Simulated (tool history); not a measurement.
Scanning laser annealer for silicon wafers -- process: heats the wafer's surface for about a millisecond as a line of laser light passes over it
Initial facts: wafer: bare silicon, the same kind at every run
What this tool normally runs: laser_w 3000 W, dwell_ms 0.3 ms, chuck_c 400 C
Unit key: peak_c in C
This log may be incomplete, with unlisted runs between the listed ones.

run,hour,laser_w,dwell_ms,chuck_c,peak_c
1,0,3000,0.3,400,1214
2,57.2,3000,0.3,400,1221
3,127.3,3000,0.283,400,1193
# hour 151.8: window over the wafer cleaned
4,206,3000,0.283,400,1195
5,298.5,3000,0.283,400,1192
6,383.3,3000,0.283,400,1195
7,460.9,3000,0.283,400,1197
8,510.8,3000,0.283,367,1160
9,574.3,3000,0.286,400,1200
10,642.2,3000,0.286,400,1199
11,714.3,3000,0.286,400,1197
12,785.3,3000,0.286,400,1199
13,830.4,3000,0.286,400,1202
14,869.8,3000,0.286,400,1195
15,943.4,3000,0.286,400,1197
16,1011.3,3000,0.286,400,1194
17,1072.2,3000,0.286,400,1200
18,1151.7,3000,0.365,400,1302
19,1227.7,3000,0.224,400,1102
20,1307.7,3000,0.232,400,1116
# hour 1382.4: optics aligned, line set to its width
21,1387.6,3000,0.232,400,1118
22,1456.4,3000,0.232,400,1120
23,1533,3000,0.232,400,1120
24,1621.6,3000,0.232,400,1122
25,1669.1,2569,0.365,400,1166
26,1731.8,3000,0.3,415,1237
27,1785.6,3000,0.228,397,1113
28,1843.9,3000,0.228,397,1109
29,1899,3000,0.228,419,1133
30,1950.4,3000,0.235,423,1145
31,1989.3,3000,0.235,423,1145
32,2054.3,3000,0.272,400,1180
33,2120.6,2916,0.27,366,1118
# hour 2131: window over the wafer cleaned
34,2197.8,2916,0.27,366,1119
35,2274.4,2838,0.314,400,1191
36,2352.9,2838,0.314,400,1193
37,2400.2,2811,0.288,392,1140
38,2454.9,3128,0.358,409,1351
39,2522.9,3128,0.358,409,1348
40,2567.5,3128,0.358,409,1347
41,2607.1,2724,0.358,380,1188

Selected run-to-run steps in peak_c, each split into two signed amounts: the part the tool would show with no hidden state at all (from settings, incoming material and random variation), and the remainder, which goes to the hidden state together with any gauge scatter not common to the measured and the hidden-state-free results:
Unlogged tool condition in this case: light that passes the window, % of a clean one's; laser's true power over the reading, %; width of the line over the set one, %; drift of the gauge itself on peak_c, C.
Run 1 -> 2: no setting touched and nothing written in the log between the runs. peak_c +7 C: hidden state -1, all else +8.
Run 2 -> 3: dwell_ms 0.3 -> 0.283. peak_c -28 C: hidden state +1, all else -29.
Run 18 -> 19: dwell_ms 0.365 -> 0.224. peak_c -200 C: hidden state +1, all else -201.
Run 33 -> 34: window over the wafer cleaned. peak_c +1 C: hidden state +3, all else -2.
Run 37 -> 38: laser_w 2811 -> 3128, dwell_ms 0.288 -> 0.358, chuck_c 392 -> 409. peak_c +211 C: hidden state +0, all else +211.
Run 40 -> 41: laser_w 3128 -> 2724, chuck_c 409 -> 380. peak_c -159 C: hidden state +0, all else -159.
